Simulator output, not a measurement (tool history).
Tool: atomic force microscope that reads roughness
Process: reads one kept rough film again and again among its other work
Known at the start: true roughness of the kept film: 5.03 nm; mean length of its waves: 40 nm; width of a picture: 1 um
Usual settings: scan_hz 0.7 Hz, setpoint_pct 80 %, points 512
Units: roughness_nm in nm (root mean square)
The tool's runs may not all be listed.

run	hour	scan_hz	setpoint_pct	points	roughness_nm
1	0	0.7	80	512	3.846
# hour 13.4: new tip fitted
# hour 54.4: new tip fitted
2	63.5	0.7	80	512	4.174
# hour 90.7: new tip fitted
3	112.9	2.355	80	512	3.372
# hour 127.7: new tip fitted
4	160.5	2.355	80	512	3.295
# hour 167.4: new tip fitted
# hour 207.2: new tip fitted
5	226.3	2.355	80	512	3.465
# hour 244.4: new tip fitted
# hour 245.4: height scale calibrated on a step standard
# hour 287.5: new tip fitted
6	296.6	3.905	80	512	3.402
# hour 325.7: new tip fitted
7	347.7	3.905	80	512	3.106
# hour 364: new tip fitted
# hour 400.8: new tip fitted
8	416	3.905	80	512	3.217
# hour 441.2: new tip fitted
# hour 481.3: new tip fitted
9	491.9	3.905	80	512	3.27
# hour 522.2: new tip fitted
10	541	3.905	80	512	3.183
# hour 563.3: new tip fitted
11	578.1	0.7	80	512	4.049
# hour 604.2: new tip fitted
12	628.8	0.7	80	512	3.814
# hour 641.6: new tip fitted
13	672	0.875	80	512	3.681
# hour 678.8: new tip fitted
# hour 718.5: new tip fitted
14	736.1	0.875	80	512	4.001
# hour 757.6: new tip fitted
# hour 794: new tip fitted
15	806.8	0.875	80	512	4.042
# hour 833.2: new tip fitted
# hour 870.3: new tip fitted
16	873.6	0.875	80	512	4.268
# hour 911.2: new tip fitted
17	944.5	0.7	80	315	3.673
# hour 950.8: new tip fitted
# hour 987.8: new tip fitted
18	987.8	0.7	80	315	4.438
# hour 1025: new tip fitted
19	1045.9	0.7	80	315	3.905
# hour 1062.3: new tip fitted
# hour 1101.8: new tip fitted
20	1121.2	0.7	80	315	3.927
# hour 1141: new tip fitted
# hour 1180: new tip fitted
21	1183.4	0.7	58	512	4.534
# hour 1217: new tip fitted
22	1223.6	0.7	80	512	4.261
# hour 1254.3: new tip fitted
23	1286.1	0.7	80	512	3.668
# hour 1296.9: new tip fitted
# hour 1337.4: new tip fitted
24	1340.8	0.7	80	512	4.334
# hour 1374.7: new tip fitted
25	1400	0.7	80	535	3.872
# hour 1413: new tip fitted
# hour 1449.4: new tip fitted
26	1476.8	2.862	90	535	2.921
# hour 1487.3: new tip fitted
27	1514.7	2.862	90	535	2.934
# hour 1526.1: new tip fitted
28	1553.2	2.862	90	535	2.879
# hour 1566: new tip fitted
29	1598.8	1.029	73	893	3.733
# hour 1604.6: new tip fitted
30	1631.7	2.639	73	280	3.436
# hour 1644.3: new tip fitted
31	1670.4	0.566	84	399	3.788
# hour 1683.6: new tip fitted
# hour 1726: new tip fitted
32	1745.8	0.919	80	512	3.856
# hour 1765.3: new tip fitted
# hour 1806: new tip fitted
33	1822.5	1.203	88	622	3.707
# hour 1846.2: new tip fitted
34	1854.9	0.696	82	269	4.135
# hour 1882.5: new tip fitted
35	1917.6	0.696	82	269	3.618
# hour 1922.1: new tip fitted
# hour 1961.4: new tip fitted
36	1961.4	0.7	80	301	4.377
# hour 1998.3: new tip fitted
37	2001.3	0.649	80	564	4.338
# hour 2034.7: new tip fitted
38	2043.4	1.291	80	293	3.992
# hour 2075.9: new tip fitted
39	2095.1	3.809	62	720	3.752
# hour 2113.3: new tip fitted
# hour 2153.6: new tip fitted
40	2171.1	3.809	62	720	3.701
# hour 2190.5: new tip fitted
41	2210.9	3.809	62	720	3.687
# hour 2232.1: new tip fitted
# hour 2271.2: new tip fitted
42	2273.3	2.306	67	628	4.208
# hour 2311.4: new tip fitted
43	2327	0.8	80	379	3.927
# hour 2349.9: new tip fitted
44	2373.2	0.7	80	775	3.823
# hour 2392.5: new tip fitted
45	2416.3	2.92	77	319	3.372
# hour 2434.8: new tip fitted
# hour 2477.7: new tip fitted
46	2486.9	2.92	77	636	3.608
# hour 2514: new tip fitted
47	2546.5	1.38	70	299	3.686

Some steps in roughness_nm between neighbouring runs. How much of each would the tool show without its hidden state too (settings, what came in, random variation), and how much is left for the hidden state, with any gauge scatter that isn't in both results?
The hidden state here: radius of the tip, nm; height scale over the true one, %; drift of the gauge itself on roughness_nm, %.
Run 10 -> 11: scan_hz 3.905 -> 0.7, new tip fitted. roughness_nm +0.866 nm (root mean square): hidden state -0.024, all else +0.89.
Run 17 -> 18: new tip fitted, new tip fitted. roughness_nm +0.765 nm (root mean square): hidden state +0.736, all else +0.029.
Run 23 -> 24: new tip fitted, new tip fitted. roughness_nm +0.666 nm (root mean square): hidden state +0.662, all else +0.004.
Run 25 -> 26: scan_hz 0.7 -> 2.862, setpoint_pct 80 -> 90, new tip fitted, new tip fitted. roughness_nm -0.951 nm (root mean square): hidden state +0.128, all else -1.079.
Run 28 -> 29: scan_hz 2.862 -> 1.029, setpoint_pct 90 -> 73, points 535 -> 893, new tip fitted. roughness_nm +0.854 nm (root mean square): hidden state -0.204, all else +1.058.
Run 35 -> 36: scan_hz 0.696 -> 0.7, setpoint_pct 82 -> 80, points 269 -> 301, new tip fitted, new tip fitted. roughness_nm +0.759 nm (root mean square): hidden state +0.731, all else +0.028.
